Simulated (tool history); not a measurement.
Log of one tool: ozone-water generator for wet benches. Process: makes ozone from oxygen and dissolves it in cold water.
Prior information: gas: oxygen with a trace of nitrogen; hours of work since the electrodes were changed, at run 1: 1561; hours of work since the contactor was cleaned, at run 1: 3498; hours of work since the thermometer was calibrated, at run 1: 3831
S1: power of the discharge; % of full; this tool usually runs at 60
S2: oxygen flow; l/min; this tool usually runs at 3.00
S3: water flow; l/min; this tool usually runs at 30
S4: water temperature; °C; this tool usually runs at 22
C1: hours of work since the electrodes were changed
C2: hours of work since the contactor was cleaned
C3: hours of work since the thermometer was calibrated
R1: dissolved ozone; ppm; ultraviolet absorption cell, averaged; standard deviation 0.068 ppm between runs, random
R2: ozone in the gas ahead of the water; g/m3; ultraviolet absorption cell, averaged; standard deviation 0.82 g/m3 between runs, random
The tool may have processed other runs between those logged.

run 1 hour=0.0 | S1=60 S2=3.00 S3=30 S4=22 | C1=1561 C2=3498 C3=3831 | R1=5.79 R2=125.0
run 2 hour=65.7 | S1=60 S2=3.00 S3=30 S4=22 | C1=1616 C2=3553 C3=3886 | R1=5.60 R2=124.8
run 3 hour=137.5 | S1=60 S2=3.00 S3=30 S4=22 | C1=1676 C2=3613 C3=3946 | R1=5.64 R2=125.3
run 4 hour=203.4 | S1=59 S2=3.00 S3=30 S4=22 | C1=1731 C2=3669 C3=4002 | R1=5.62 R2=123.9
run 5 hour=286.7 | S1=60 S2=3.00 S3=30 S4=22 | C1=1801 C2=3738 C3=4071 | R1=5.76 R2=125.4
run 6 hour=336.6 | S1=60 S2=3.00 S3=30 S4=22 | C1=1843 C2=3780 C3=4113 | R1=5.63 R2=125.3
run 7 hour=382.7 | S1=60 S2=3.00 S3=30 S4=22 | C1=1881 C2=3819 C3=4152 | R1=5.65 R2=124.5
run 8 hour=451.0 | S1=60 S2=3.00 S3=30 S4=22 | C1=1939 C2=3876 C3=4209 | R1=5.62 R2=124.3
run 9 hour=516.5 | S1=60 S2=3.00 S3=30 S4=22 | C1=1993 C2=3931 C3=4264 | R1=5.66 R2=124.1
run 10 hour=589.9 | S1=60 S2=3.00 S3=20 S4=22 | C1=2055 C2=3992 C3=4325 | R1=8.60 R2=123.9
run 11 hour=694.1 | S1=60 S2=3.00 S3=20 S4=22 | C1=2142 C2=4080 C3=4413 | R1=8.66 R2=123.2
run 12 hour=737.5 | S1=60 S2=3.00 S3=20 S4=22 | C1=2179 C2=4116 C3=4449 | R1=8.71 R2=123.5
run 13 hour=814.2 | S1=60 S2=3.00 S3=20 S4=22 | C1=2243 C2=4180 C3=4513 | R1=8.58 R2=123.9
run 14 hour=908.3 | S1=60 S2=3.00 S3=26 S4=22 | C1=2322 C2=4259 C3=4592 | R1=6.44 R2=123.6
run 15 hour=969.7 | S1=60 S2=3.00 S3=30 S4=22 | C1=2373 C2=4310 C3=4643 | R1=5.59 R2=124.9
run 16 hour=1074.2 | S1=60 S2=3.00 S3=30 S4=22 | C1=2461 C2=4398 C3=4731 | R1=5.46 R2=121.9
run 17 hour=1160.8 | S1=60 S2=3.85 S3=30 S4=16 | C1=2533 C2=4470 C3=4803 | R1=6.39 R2=113.5
run 18 hour=1226.8 | S1=41 S2=2.53 S3=22 S4=18 | C1=2588 C2=4526 C3=4859 | R1=6.01 R2=104.6
run 19 hour=1291.1 | S1=60 S2=4.07 S3=38 S4=25 | C1=2642 C2=4580 C3=4913 | R1=4.55 R2=112.5
run 20 hour=1382.0 | S1=46 S2=4.07 S3=38 S4=17 | C1=2718 C2=4656 C3=4989 | R1=4.35 R2=96.3
run 21 hour=1459.1 | S1=46 S2=4.07 S3=38 S4=17 | C1=2783 C2=4720 C3=5053 | R1=4.24 R2=97.5
run 22 hour=1505.2 | S1=46 S2=4.07 S3=38 S4=17 | C1=2822 C2=4759 C3=5092 | R1=4.33 R2=96.1
run 23 hour=1579.5 | S1=56 S2=4.07 S3=26 S4=17 | C1=2884 C2=4821 C3=5154 | R1=7.15 R2=105.5
run 24 hour=1657.3 | S1=56 S2=4.07 S3=26 S4=17 | C1=2949 C2=4886 C3=5219 | R1=7.17 R2=106.4
run 25 hour=1701.1 | S1=49 S2=1.57 S3=26 S4=17 | C1=2986 C2=4923 C3=5256 | R1=4.45 R2=133.3
-- hour=1796.7 water thermometer calibrated
run 26 hour=1796.7 | S1=49 S2=1.57 S3=26 S4=17 | C1=3065 C2=5003 C3=0 | R1=4.30 R2=131.0
run 27 hour=1888.6 | S1=60 S2=2.27 S3=30 S4=22 | C1=3142 C2=5080 C3=77 | R1=4.75 R2=131.6
run 28 hour=1953.7 | S1=60 S2=5.32 S3=31 S4=22 | C1=3197 C2=5134 C3=131 | R1=6.60 R2=101.2
run 29 hour=2046.0 | S1=65 S2=3.05 S3=31 S4=20 | C1=3274 C2=5211 C3=209 | R1=5.56 R2=125.1
run 30 hour=2101.6 | S1=65 S2=3.05 S3=22 S4=20 | C1=3321 C2=5258 C3=255 | R1=8.03 R2=125.2
run 31 hour=2204.8 | S1=60 S2=3.00 S3=24 S4=17 | C1=3407 C2=5344 C3=342 | R1=7.21 R2=121.3
run 32 hour=2266.2 | S1=60 S2=3.00 S3=21 S4=22 | C1=3459 C2=5396 C3=393 | R1=7.83 R2=120.9

Forecast each of these 4 alternatives for the next run:
run A hour=2330.8 | S1=80 S2=2.67 S3=30 S4=22 | C1=3513 C2=5450 C3=447 | R1=? R2=?
run B hour=2330.8 | S1=52 S2=1.75 S3=21 S4=28 | C1=3513 C2=5450 C3=447 | R1=? R2=?
run C hour=2330.8 | S1=60 S2=3.00 S3=20 S4=30 | C1=3513 C2=5450 C3=447 | R1=? R2=?
run D hour=2330.8 | S1=60 S2=3.00 S3=19 S4=22 | C1=3513 C2=5450 C3=447 | R1=? R2=?

run=A R1=5.97 R2=146.0
run=B R1=5.63 R2=130.2
run=C R1=7.55 R2=119.3
run=D R1=8.73 R2=119.9
Had the tool no hidden state, the same runs would have come out as:
run=A R1=7.00 R2=160.4
run=B R1=6.41 R2=140.1
run=C R1=8.65 R2=129.3
run=D R1=9.99 R2=129.8
